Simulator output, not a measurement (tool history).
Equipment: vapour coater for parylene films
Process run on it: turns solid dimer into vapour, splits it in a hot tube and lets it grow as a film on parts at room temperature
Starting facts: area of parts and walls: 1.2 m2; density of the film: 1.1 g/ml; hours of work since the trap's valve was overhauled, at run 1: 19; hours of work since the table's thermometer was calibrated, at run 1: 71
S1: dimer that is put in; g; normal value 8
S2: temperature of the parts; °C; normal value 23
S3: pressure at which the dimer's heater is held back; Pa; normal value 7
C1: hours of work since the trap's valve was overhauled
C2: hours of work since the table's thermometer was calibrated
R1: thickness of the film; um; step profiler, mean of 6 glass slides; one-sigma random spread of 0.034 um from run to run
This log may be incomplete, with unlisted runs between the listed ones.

run,hour,S1,S2,S3,C1,C2,R1
1,0,8,23,7,19,71,4.12
2,13.1,8,23,4.4,26,78,4.55
3,24.1,8,23,4.4,32,84,4.49
4,34.2,8,23,4.4,37,90,4.52
5,47.9,8,23,4.4,45,97,4.51
6,58.2,8,23,5.08,50,102,4.33
7,68.8,8,23,5.08,56,108,4.36
8,79.3,8,23,7,61,114,4.02
9,88.4,8,23,7,66,119,4.05
10,99.2,8,23,7,72,124,4.06
11,109.5,13,23,7,77,130,6.62
12,125.5,13,23,7,86,139,6.58
13,136.1,13,23,7,92,144,6.48
14,144.3,13,23,7,96,149,6.55
15,153.7,13,25,6.88,101,154,5.94
16,165.8,13,25,6.88,108,160,5.93
17,178.4,10,23,7.27,114,167,4.94
18,193.3,10,23,7.27,122,175,5
19,207.4,11,26,6.87,130,182,4.75
20,216.6,4,29,7,135,187,1.53
21,227.8,5,27,7.5,141,193,2.03
22,235.4,8,23,2.94,145,197,4.86
23,244,8,23,2.94,149,202,4.67
24,256.1,8,23,9.62,156,208,3.71
25,267.2,8,23,9.62,162,214,3.71

Selected run-to-run steps in R1, each split into two signed amounts: the part the tool would show with no hidden state at all (from settings, incoming material and random variation), and the remainder, which goes to the hidden state together with any gauge scatter not common to the measured and the hidden-state-free results:
Hidden state at play: vapour lost through the trap's worn valve, %; true temperature of the parts over the reading, C; drift of the gauge itself on film_um, %.
Run 19 -> 20: S1 11 -> 4, S2 26 -> 29, S3 6.87 -> 7. R1 -3.22 um: hidden state +0.13, all else -3.35.
Run 21 -> 22: S1 5 -> 8, S2 27 -> 23, S3 7.5 -> 2.94. R1 +2.83 um: hidden state -0.13, all else +2.96.

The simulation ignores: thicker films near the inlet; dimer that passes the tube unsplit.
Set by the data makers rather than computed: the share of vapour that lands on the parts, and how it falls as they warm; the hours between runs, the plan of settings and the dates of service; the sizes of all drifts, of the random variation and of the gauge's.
